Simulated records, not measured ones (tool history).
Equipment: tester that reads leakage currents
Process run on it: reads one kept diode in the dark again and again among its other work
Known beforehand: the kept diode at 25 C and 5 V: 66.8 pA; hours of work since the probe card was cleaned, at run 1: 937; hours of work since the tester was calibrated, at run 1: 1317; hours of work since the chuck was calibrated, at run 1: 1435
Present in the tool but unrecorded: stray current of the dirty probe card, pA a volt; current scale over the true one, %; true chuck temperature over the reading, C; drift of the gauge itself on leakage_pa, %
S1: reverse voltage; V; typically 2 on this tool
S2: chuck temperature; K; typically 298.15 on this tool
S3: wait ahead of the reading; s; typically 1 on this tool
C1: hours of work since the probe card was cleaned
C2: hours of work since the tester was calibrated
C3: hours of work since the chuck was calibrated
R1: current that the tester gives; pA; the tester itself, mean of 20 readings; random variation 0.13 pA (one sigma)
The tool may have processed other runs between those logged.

Run 1, hour 0: usual settings; C1 937; C2 1317; C3 1435. Result: R1 39.13 pA.
Run 2, hour 33.7: usual settings; C1 960; C2 1340; C3 1458. Result: R1 39.48 pA.
Run 3, hour 73.3: usual settings; C1 987; C2 1367; C3 1485. Result: R1 39.39 pA.
Run 4, hour 110: usual settings but S1 10.84 V; C1 1011; C2 1392; C3 1510. Result: R1 108.54 pA.
Run 5, hour 162.2: usual settings but S1 2.07 V; C1 1047; C2 1427; C3 1545. Result: R1 40.09 pA.
Run 6, hour 222.2: usual settings but S2 295.15 K; C1 1087; C2 1468; C3 1586. Result: R1 29.6 pA.
Run 7, hour 251.3: usual settings but S3 1.73 s; C1 1107; C2 1488; C3 1605. Result: R1 39.17 pA.
Run 8, hour 280.7: usual settings but S3 1.73 s; C1 1127; C2 1507; C3 1625. Result: R1 39.41 pA.
Run 9, hour 310.9: usual settings but S2 294.15 K; C1 1147; C2 1528; C3 1646. Result: R1 26.85 pA.
Run 10, hour 368.3: usual settings but S2 324.15 K; C1 1186; C2 1567; C3 1685. Result: R1 374.96 pA.
Run 11, hour 399.6: usual settings but S2 308.15 K; C1 1207; C2 1588; C3 1706. Result: R1 97.88 pA.
Run 12, hour 426.3: usual settings but S2 308.15 K, S3 0.33 s; C1 1225; C2 1606; C3 1724. Result: R1 98.72 pA.
Run 13, hour 460.7: usual settings but S3 0.4 s; C1 1249; C2 1629; C3 1747. Result: R1 39.97 pA.
Run 14, hour 502.5: usual settings but S1 7.08 V, S3 0.42 s; C1 1277; C2 1658; C3 1775. Result: R1 86.22 pA.
Run 15, hour 543.7: usual settings but S2 294.15 K, S3 0.64 s; C1 1305; C2 1685; C3 1803. Result: R1 27.16 pA.
Run 16, hour 577.3: usual settings but S2 294.15 K, S3 0.64 s; C1 1328; C2 1708; C3 1826. Result: R1 27.16 pA.
Run 17, hour 630.5: usual settings but S2 294.15 K, S3 0.64 s; C1 1364; C2 1744; C3 1862. Result: R1 27.23 pA.
Run 18, hour 666.1: usual settings but S2 294.15 K, S3 0.64 s; C1 1388; C2 1768; C3 1886. Result: R1 27.18 pA.
Run 19, hour 718.9: usual settings but S1 13.05 V, S2 308.15 K; C1 1424; C2 1804; C3 1922. Result: R1 298.9 pA.
Run 20, hour 745.1: usual settings but S1 2.67 V, S2 303.15 K; C1 1441; C2 1822; C3 1940. Result: R1 74.09 pA.
At hour 751.4: chuck's temperature calibrated.
Run 21, hour 773.4: usual settings but S1 2.67 V, S2 303.15 K; C1 1459; C2 1840; C3 15. Result: R1 73.69 pA.
Run 22, hour 835.1: usual settings but S1 2.67 V, S2 303.15 K; C1 1501; C2 1881; C3 57. Result: R1 74.37 pA.
Run 23, hour 897.6: usual settings but S1 6.81 V; C1 1543; C2 1924; C3 99. Result: R1 81.58 pA.
Run 24, hour 934.1: usual settings but S1 2.08 V, S2 294.15 K, S3 1.25 s; C1 1568; C2 1948; C3 124. Result: R1 27.36 pA.
Run 25, hour 997.7: usual settings but S2 302.15 K; C1 1611; C2 1991; C3 167. Result: R1 56.99 pA.
Run 26, hour 1059.1: usual settings but S1 3.31 V, S2 297.15 K, S3 2.32 s; C1 1652; C2 2033; C3 208. Result: R1 47.92 pA.

Here are 4 independent what-if runs from the current tool condition. What would each one return?
Run A, hour 1112: usual settings but S1 4.98 V, S2 309.15 K; C1 1688; C2 2069; C3 244. Result: R1 ?.
Run B, hour 1112: usual settings but S3 0.75 s; C1 1688; C2 2069; C3 244. Result: R1 ?.
Run C, hour 1112: usual settings but S1 19.78 V, S2 316.15 K, S3 4.57 s; C1 1688; C2 2069; C3 244. Result: R1 ?.
Run D, hour 1112: usual settings but S1 14.37 V, S2 303.15 K, S3 1.77 s; C1 1688; C2 2069; C3 244. Result: R1 ?.

run      R1
  A  183.41
  B   39.52
  C  755.64
  D  201.56
Take away the tool's hidden state, keep each run's random variation, and the runs would have read:
run      R1
  A  183.41
  B   39.52
  C  755.65
  D  201.54
